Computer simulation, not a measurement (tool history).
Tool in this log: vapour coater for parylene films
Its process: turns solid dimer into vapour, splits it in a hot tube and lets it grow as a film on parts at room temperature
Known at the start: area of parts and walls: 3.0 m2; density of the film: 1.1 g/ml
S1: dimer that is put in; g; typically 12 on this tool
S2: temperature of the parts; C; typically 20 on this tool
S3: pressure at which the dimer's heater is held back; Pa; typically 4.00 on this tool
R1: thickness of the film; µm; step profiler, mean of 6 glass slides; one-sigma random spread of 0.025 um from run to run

run    hour  S1  S2     S3    R1
  1     0.0  12  20   4.00  1.61
  2    37.1  12  20   4.00  1.57
  3    74.2   8  20   4.00  1.11
  4    97.1  17  20   4.00  2.27
  5   120.0  17  20   4.00  2.26
  6   136.0  17  20   4.00  2.25
  7   152.7  17  20   4.00  2.27
      176.7  -- trap's valve overhauled
  8   181.8  17  20   4.00  2.58
  9   216.3  12  20   4.00  1.78
 10   246.5  12  20   4.00  1.79
 11   277.7  12  20   8.77  1.65
 12   303.6  12  20   8.77  1.63
 13   333.5  12  20   4.00  1.82
 14   351.9  12  20   4.00  1.81
 15   380.0  12  20   4.00  1.78
 16   413.5  12  20   4.00  1.76
 17   441.6  12  20   4.00  1.77
 18   477.0  12  20   4.00  1.75
 19   504.5  12  20  10.29  1.52
 20   531.5  12  20  10.29  1.59
 21   549.2  12  20  10.29  1.52
 22   583.3   7  20   4.00  1.03
 23   599.5   7  20   4.00  1.01
 24   619.5   7  20   4.00  1.03
 25   653.6   7  20   4.00  0.99
 26   669.8   7  20   4.00  1.01
 27   699.2   8  20   4.86  1.11
 28   721.7   8  20   4.86  1.12
 29   741.5   8  20   4.86  1.08
 30   772.9  12  20  11.71  1.48
 31   799.8  12  20  11.71  1.51
 32   817.1  12  13  11.06  1.67
 33   837.6  12  13  11.06  1.62
 34   862.3  12  13  11.06  1.66
 35   900.8   9  20  10.33  1.11
 36   927.5   9  20   2.21  1.34
 37   962.2  20  20   2.69  2.92
 38   990.0  12  22   7.47  1.48
 39  1023.8  12  22   7.47  1.47
 40  1051.4  11  20   4.27  1.53
 41  1074.3  12  20  10.51  1.45
 42  1091.6   8  16   4.69  1.14
 43  1130.6   8  16   4.69  1.13
 44  1158.0   8  16   4.69  1.11
 45  1191.5   8  16   4.69  1.13
 46  1223.1   8  30   2.01  0.99
 47  1241.5   6  23   4.38  0.78

Difference, measured minus no-hidden-state, one row per run. Run-to-run variation is common to both terms; the gauge's own scatter need not be:
Hidden state present: vapour lost through the trap's worn valve, %; true temperature of the parts over the reading, C; drift of the gauge itself on film_um, %.
run     R1
  1  -0.20
  2  -0.21
  3  -0.15
  4  -0.31
  5  -0.32
  6  -0.33
  7  -0.33
  8  -0.01
  9  -0.01
 10  -0.02
 11  -0.03
 12  -0.02
 13  -0.03
 14  -0.04
 15  -0.04
 16  -0.05
 17  -0.06
 18  -0.07
 19  -0.07
 20  -0.07
 21  -0.07
 22  -0.05
 23  -0.06
 24  -0.06
 25  -0.06
 26  -0.06
 27  -0.07
 28  -0.08
 29  -0.08
 30  -0.11
 31  -0.11
 32  -0.13
 33  -0.14
 34  -0.14
 35  -0.10
 36  -0.13
 37  -0.28
 38  -0.15
 39  -0.16
 40  -0.16
 41  -0.16
 42  -0.13
 43  -0.13
 44  -0.14
 45  -0.14
 46  -0.14
 47  -0.10
